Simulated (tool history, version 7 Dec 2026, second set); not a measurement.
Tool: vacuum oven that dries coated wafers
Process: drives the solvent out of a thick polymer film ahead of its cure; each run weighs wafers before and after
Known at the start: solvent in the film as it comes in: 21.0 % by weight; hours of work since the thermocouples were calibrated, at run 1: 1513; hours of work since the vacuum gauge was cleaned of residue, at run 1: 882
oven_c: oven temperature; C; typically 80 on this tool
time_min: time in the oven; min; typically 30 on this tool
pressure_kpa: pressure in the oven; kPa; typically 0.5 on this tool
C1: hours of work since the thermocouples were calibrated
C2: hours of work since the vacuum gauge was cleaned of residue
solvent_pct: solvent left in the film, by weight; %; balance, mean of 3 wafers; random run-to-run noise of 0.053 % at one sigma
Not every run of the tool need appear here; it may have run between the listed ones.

run 1 hour=0 | oven_c=80 time_min=30 pressure_kpa=0.5 | C1=1513 C2=882 | solvent_pct=3.29
run 2 hour=107.5 | oven_c=80 time_min=30 pressure_kpa=0.5 | C1=1593 C2=963 | solvent_pct=3.43
run 3 hour=173.8 | oven_c=80 time_min=30 pressure_kpa=0.5 | C1=1643 C2=1013 | solvent_pct=3.61
run 4 hour=248.7 | oven_c=80 time_min=30 pressure_kpa=0.5 | C1=1699 C2=1069 | solvent_pct=3.66
-- hour=269.9 oven's thermocouples calibrated
run 5 hour=321.2 | oven_c=80 time_min=30 pressure_kpa=0.5 | C1=38 C2=1121 | solvent_pct=2.37
run 6 hour=387.2 | oven_c=80 time_min=30 pressure_kpa=0.5 | C1=88 C2=1171 | solvent_pct=2.5
run 7 hour=450.6 | oven_c=80 time_min=30 pressure_kpa=0.5 | C1=135 C2=1218 | solvent_pct=2.48
run 8 hour=552.9 | oven_c=80 time_min=30 pressure_kpa=0.281 | C1=212 C2=1295 | solvent_pct=2.4
run 9 hour=657.7 | oven_c=80 time_min=30 pressure_kpa=0.281 | C1=291 C2=1374 | solvent_pct=2.41
run 10 hour=763.6 | oven_c=88 time_min=30 pressure_kpa=0.5 | C1=370 C2=1453 | solvent_pct=1.17
run 11 hour=852.5 | oven_c=88 time_min=30 pressure_kpa=0.5 | C1=436 C2=1519 | solvent_pct=1.25
run 12 hour=947.1 | oven_c=71 time_min=30 pressure_kpa=0.5 | C1=507 C2=1590 | solvent_pct=6.77
run 13 hour=1059.7 | oven_c=71 time_min=30 pressure_kpa=0.5 | C1=592 C2=1675 | solvent_pct=6.79
run 14 hour=1167 | oven_c=80 time_min=17 pressure_kpa=0.5 | C1=672 C2=1755 | solvent_pct=5.83
run 15 hour=1228.3 | oven_c=80 time_min=30 pressure_kpa=0.501 | C1=718 C2=1801 | solvent_pct=3.25
run 16 hour=1342.7 | oven_c=80 time_min=31 pressure_kpa=0.501 | C1=804 C2=1887 | solvent_pct=3.06
run 17 hour=1432.3 | oven_c=80 time_min=31 pressure_kpa=0.501 | C1=871 C2=1954 | solvent_pct=3.29
run 18 hour=1539.8 | oven_c=93 time_min=30 pressure_kpa=0.5 | C1=951 C2=2034 | solvent_pct=1.13
-- hour=1617 vacuum gauge cleaned of residue and calibrated
run 19 hour=1672.2 | oven_c=93 time_min=30 pressure_kpa=0.5 | C1=1049 C2=41 | solvent_pct=0.48
run 20 hour=1764.6 | oven_c=93 time_min=30 pressure_kpa=0.5 | C1=1118 C2=111 | solvent_pct=0.56
run 21 hour=1891.1 | oven_c=81 time_min=22 pressure_kpa=0.5 | C1=1213 C2=205 | solvent_pct=3.55
run 22 hour=1949.5 | oven_c=79 time_min=30 pressure_kpa=0.843 | C1=1257 C2=249 | solvent_pct=3.51
run 23 hour=2005.7 | oven_c=95 time_min=38 pressure_kpa=0.908 | C1=1299 C2=291 | solvent_pct=0.84

Consider 4 possible next runs. They are alternatives, not a sequence: every one starts from the tool as it was left by run 23. What does each give?
run A hour=2089.3 | oven_c=93 time_min=30 pressure_kpa=0.709 | C1=1362 C2=354 | solvent_pct=?
run B hour=2089.3 | oven_c=69 time_min=32 pressure_kpa=1.52 | C1=1362 C2=354 | solvent_pct=?
run C hour=2089.3 | oven_c=95 time_min=44 pressure_kpa=0.885 | C1=1362 C2=354 | solvent_pct=?
run D hour=2089.3 | oven_c=77 time_min=42 pressure_kpa=0.455 | C1=1362 C2=354 | solvent_pct=?

run=A solvent_pct=0.82
run=B solvent_pct=9.05
run=C solvent_pct=0.85
run=D solvent_pct=2.38
Without the tool's hidden state the same runs would have given:
run=A solvent_pct=0.59
run=B solvent_pct=7.33
run=C solvent_pct=0.66
run=D solvent_pct=1.44

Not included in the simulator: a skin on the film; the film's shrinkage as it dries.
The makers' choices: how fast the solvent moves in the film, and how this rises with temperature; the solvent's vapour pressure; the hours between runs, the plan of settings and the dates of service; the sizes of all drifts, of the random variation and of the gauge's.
